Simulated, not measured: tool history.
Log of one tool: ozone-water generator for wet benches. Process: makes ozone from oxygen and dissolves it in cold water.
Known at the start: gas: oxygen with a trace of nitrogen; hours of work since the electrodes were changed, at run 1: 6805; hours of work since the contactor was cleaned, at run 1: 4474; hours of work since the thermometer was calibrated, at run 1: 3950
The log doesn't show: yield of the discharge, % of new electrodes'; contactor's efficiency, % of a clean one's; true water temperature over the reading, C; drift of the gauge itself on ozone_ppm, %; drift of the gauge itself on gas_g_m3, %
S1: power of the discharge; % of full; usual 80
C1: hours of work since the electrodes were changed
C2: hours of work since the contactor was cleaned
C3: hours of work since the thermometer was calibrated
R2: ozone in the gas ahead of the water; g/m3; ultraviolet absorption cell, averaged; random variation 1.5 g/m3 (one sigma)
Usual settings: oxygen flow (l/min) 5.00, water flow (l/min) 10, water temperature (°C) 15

{"run": 1, "hour": 0.0, "S1": 80, "oxygen flow (l/min)": 5.0, "water flow (l/min)": 10, "water temperature (°C)": 15, "C1": 6805, "C2": 4474, "C3": 3950, "dissolved ozone (ppm)": 41.4, "R2": 247.0}
{"run": 2, "hour": 71.8, "S1": 80, "oxygen flow (l/min)": 5.0, "water flow (l/min)": 10, "water temperature (°C)": 15, "C1": 6876, "C2": 4545, "C3": 4021, "dissolved ozone (ppm)": 41.3, "R2": 243.6}
{"run": 3, "hour": 183.0, "S1": 80, "oxygen flow (l/min)": 5.0, "water flow (l/min)": 10, "water temperature (°C)": 15, "C1": 6986, "C2": 4655, "C3": 4131, "dissolved ozone (ppm)": 41.7, "R2": 243.6}
{"run": 4, "hour": 261.8, "S1": 80, "oxygen flow (l/min)": 5.0, "water flow (l/min)": 10, "water temperature (°C)": 9, "C1": 7064, "C2": 4733, "C3": 4209, "dissolved ozone (ppm)": 45.9, "R2": 243.0}
{"run": 5, "hour": 372.9, "S1": 80, "oxygen flow (l/min)": 5.0, "water flow (l/min)": 10, "water temperature (°C)": 15, "C1": 7174, "C2": 4843, "C3": 4319, "dissolved ozone (ppm)": 41.1, "R2": 242.7}
{"run": 6, "hour": 509.8, "S1": 80, "oxygen flow (l/min)": 5.0, "water flow (l/min)": 10, "water temperature (°C)": 15, "C1": 7309, "C2": 4979, "C3": 4454, "dissolved ozone (ppm)": 40.8, "R2": 244.6}
{"run": 7, "hour": 674.9, "S1": 80, "oxygen flow (l/min)": 5.0, "water flow (l/min)": 10, "water temperature (°C)": 15, "C1": 7473, "C2": 5142, "C3": 4618, "dissolved ozone (ppm)": 40.1, "R2": 244.8}
{"hour": 688.7, "done": "contactor cleaned"}
{"run": 8, "hour": 833.0, "S1": 80, "oxygen flow (l/min)": 5.0, "water flow (l/min)": 10, "water temperature (°C)": 15, "C1": 7625, "C2": 143, "C3": 4770, "dissolved ozone (ppm)": 39.8, "R2": 239.1}
{"hour": 960.6, "done": "contactor cleaned, once more"}
{"run": 9, "hour": 994.3, "S1": 80, "oxygen flow (l/min)": 3.02, "water flow (l/min)": 10, "water temperature (°C)": 15, "C1": 7781, "C2": 33, "C3": 4926, "dissolved ozone (ppm)": 45.9, "R2": 328.7}
{"hour": 1006.2, "done": "water thermometer calibrated"}
{"run": 10, "hour": 1144.6, "S1": 80, "oxygen flow (l/min)": 5.0, "water flow (l/min)": 14, "water temperature (°C)": 15, "C1": 7929, "C2": 182, "C3": 137, "dissolved ozone (ppm)": 34.9, "R2": 242.9}
{"run": 11, "hour": 1294.8, "S1": 80, "oxygen flow (l/min)": 5.0, "water flow (l/min)": 14, "water temperature (°C)": 15, "C1": 8078, "C2": 330, "C3": 286, "dissolved ozone (ppm)": 35.2, "R2": 241.2}
{"run": 12, "hour": 1456.6, "S1": 62, "oxygen flow (l/min)": 5.0, "water flow (l/min)": 10, "water temperature (°C)": 15, "C1": 8238, "C2": 491, "C3": 446, "dissolved ozone (ppm)": 36.3, "R2": 203.1}
{"run": 13, "hour": 1534.4, "S1": 83, "oxygen flow (l/min)": 5.0, "water flow (l/min)": 10, "water temperature (°C)": 15, "C1": 8315, "C2": 568, "C3": 523, "dissolved ozone (ppm)": 43.6, "R2": 248.0}
{"run": 14, "hour": 1691.8, "S1": 83, "oxygen flow (l/min)": 5.0, "water flow (l/min)": 10, "water temperature (°C)": 15, "C1": 8471, "C2": 723, "C3": 679, "dissolved ozone (ppm)": 43.3, "R2": 244.4}
{"run": 15, "hour": 1787.9, "S1": 50, "oxygen flow (l/min)": 5.0, "water flow (l/min)": 12, "water temperature (°C)": 15, "C1": 8566, "C2": 819, "C3": 774, "dissolved ozone (ppm)": 27.8, "R2": 176.2}
{"run": 16, "hour": 1880.6, "S1": 50, "oxygen flow (l/min)": 5.0, "water flow (l/min)": 12, "water temperature (°C)": 15, "C1": 8658, "C2": 910, "C3": 866, "dissolved ozone (ppm)": 27.7, "R2": 175.4}
{"run": 17, "hour": 1983.9, "S1": 50, "oxygen flow (l/min)": 5.0, "water flow (l/min)": 12, "water temperature (°C)": 15, "C1": 8760, "C2": 1013, "C3": 968, "dissolved ozone (ppm)": 27.6, "R2": 174.1}
{"run": 18, "hour": 2133.0, "S1": 63, "oxygen flow (l/min)": 4.68, "water flow (l/min)": 11, "water temperature (°C)": 15, "C1": 8908, "C2": 1160, "C3": 1116, "dissolved ozone (ppm)": 33.9, "R2": 213.9}
{"run": 19, "hour": 2299.4, "S1": 58, "oxygen flow (l/min)": 4.68, "water flow (l/min)": 11, "water temperature (°C)": 15, "C1": 9073, "C2": 1325, "C3": 1280, "dissolved ozone (ppm)": 32.4, "R2": 202.4}
{"run": 20, "hour": 2380.3, "S1": 58, "oxygen flow (l/min)": 4.68, "water flow (l/min)": 11, "water temperature (°C)": 15, "C1": 9153, "C2": 1405, "C3": 1360, "dissolved ozone (ppm)": 32.0, "R2": 199.4}
{"run": 21, "hour": 2549.1, "S1": 57, "oxygen flow (l/min)": 4.7, "water flow (l/min)": 6, "water temperature (°C)": 13, "C1": 9320, "C2": 1572, "C3": 1527, "dissolved ozone (ppm)": 44.9, "R2": 197.2}
{"run": 22, "hour": 2718.8, "S1": 98, "oxygen flow (l/min)": 5.0, "water flow (l/min)": 10, "water temperature (°C)": 12, "C1": 9488, "C2": 1740, "C3": 1696, "dissolved ozone (ppm)": 49.8, "R2": 269.2}
{"run": 23, "hour": 2888.4, "S1": 62, "oxygen flow (l/min)": 5.0, "water flow (l/min)": 10, "water temperature (°C)": 15, "C1": 9656, "C2": 1908, "C3": 1863, "dissolved ozone (ppm)": 34.2, "R2": 200.2}
{"run": 24, "hour": 3017.3, "S1": 42, "oxygen flow (l/min)": 6.55, "water flow (l/min)": 11, "water temperature (°C)": 7, "C1": 9783, "C2": 2036, "C3": 1991, "dissolved ozone (ppm)": 28.5, "R2": 131.8}
{"run": 25, "hour": 3108.3, "S1": 86, "oxygen flow (l/min)": 4.01, "water flow (l/min)": 10, "water temperature (°C)": 15, "C1": 9874, "C2": 2126, "C3": 2081, "dissolved ozone (ppm)": 44.1, "R2": 280.7}

The same runs without the tool's hidden state, with the same run-to-run variation:
run=1 dissolved_ozone_(ppm)=48.8 R2=277.4
run=2 dissolved_ozone_(ppm)=48.7 R2=273.8
run=3 dissolved_ozone_(ppm)=49.3 R2=274.5
run=4 dissolved_ozone_(ppm)=54.3 R2=274.2
run=5 dissolved_ozone_(ppm)=48.9 R2=274.1
run=6 dissolved_ozone_(ppm)=48.6 R2=276.8
run=7 dissolved_ozone_(ppm)=48.1 R2=277.9
run=8 dissolved_ozone_(ppm)=49.2 R2=272.2
run=9 dissolved_ozone_(ppm)=52.5 R2=374.9
run=10 dissolved_ozone_(ppm)=40.0 R2=277.5
run=11 dissolved_ozone_(ppm)=40.5 R2=276.4
run=12 dissolved_ozone_(ppm)=40.9 R2=228.0
run=13 dissolved_ozone_(ppm)=50.5 R2=286.1
run=14 dissolved_ozone_(ppm)=50.4 R2=282.9
run=15 dissolved_ozone_(ppm)=31.0 R2=195.0
run=16 dissolved_ozone_(ppm)=31.0 R2=194.2
run=17 dissolved_ozone_(ppm)=30.9 R2=192.9
run=18 dissolved_ozone_(ppm)=38.9 R2=242.7
run=19 dissolved_ozone_(ppm)=37.0 R2=228.3
run=20 dissolved_ozone_(ppm)=36.6 R2=225.3
run=21 dissolved_ozone_(ppm)=51.3 R2=222.8
run=22 dissolved_ozone_(ppm)=60.5 R2=321.8
run=23 dissolved_ozone_(ppm)=39.9 R2=229.1
run=24 dissolved_ozone_(ppm)=32.0 R2=145.1
run=25 dissolved_ozone_(ppm)=53.5 R2=333.4
